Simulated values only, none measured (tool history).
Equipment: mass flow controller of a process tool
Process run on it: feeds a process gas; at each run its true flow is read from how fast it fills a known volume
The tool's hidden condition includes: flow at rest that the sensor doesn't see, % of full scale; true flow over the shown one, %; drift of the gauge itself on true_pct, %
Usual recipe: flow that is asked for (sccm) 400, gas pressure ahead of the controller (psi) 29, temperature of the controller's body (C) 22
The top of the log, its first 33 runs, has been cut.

run    hour  flow that is asked for (sccm)  gas pressure ahead of the controller (psi)  temperature of the controller's body (C)  hours of work since the controller was set to zero  hours of work since the controller was changed  true flow (%)
 34  6363.6                            128                                          27                                        30                                                1870                                            1870          96.33
 35  6493.8                            305                                        34.5                                        30                                                1971                                            1971          97.75
 36  6612.1                            177                                        40.3                                        21                                                2062                                            2062           96.8
 37  6759.1                            177                                        40.3                                        30                                                2175                                            2175          96.64
 38  6918.5                            177                                        40.3                                        30                                                2298                                            2298          96.55
 39  7106.8                            216                                        32.5                                        31                                                2444                                            2444          97.09
 40  7317.7                            535                                        32.5                                        23                                                2606                                            2606          99.27
 41  7521.3                            670                                        33.9                                        23                                                2763                                            2763          99.71
 42  7684.2                            367                                          29                                        32                                                2889                                            2889          98.25
 43  7865.1                            520                                        26.4                                        26                                                3029                                            3029          99.13
 44  8131.8                            400                                        21.2                                        26                                                3234                                            3234          98.79
 45  8295.3                            285                                        30.3                                        22                                                3360                                            3360          97.83
 46  8414.7                            285                                          22                                        21                                                3453                                            3453          98.03
 47  8553.7                            803                                        36.7                                        21                                                3560                                            3560         100.41

Forecast each of these 4 alternatives for the next run:
  A  8775.3                            400                                        32.5                                        22                                                3731                                            3731              ?
  B  8775.3                            711                                        32.3                                        21                                                3731                                            3731              ?
  C  8775.3                            132                                        36.7                                        21                                                3731                                            3731              ?
  D  8775.3                            803                                        36.7                                        25                                                3731                                            3731              ?

run  true flow (%)
  A          98.66
  B         100.18
  C          95.49
  D          100.3
With no hidden state in the tool, these same runs would have given:
run  true flow (%)
  A          98.24
  B          99.26
  C          97.38
  D          99.31
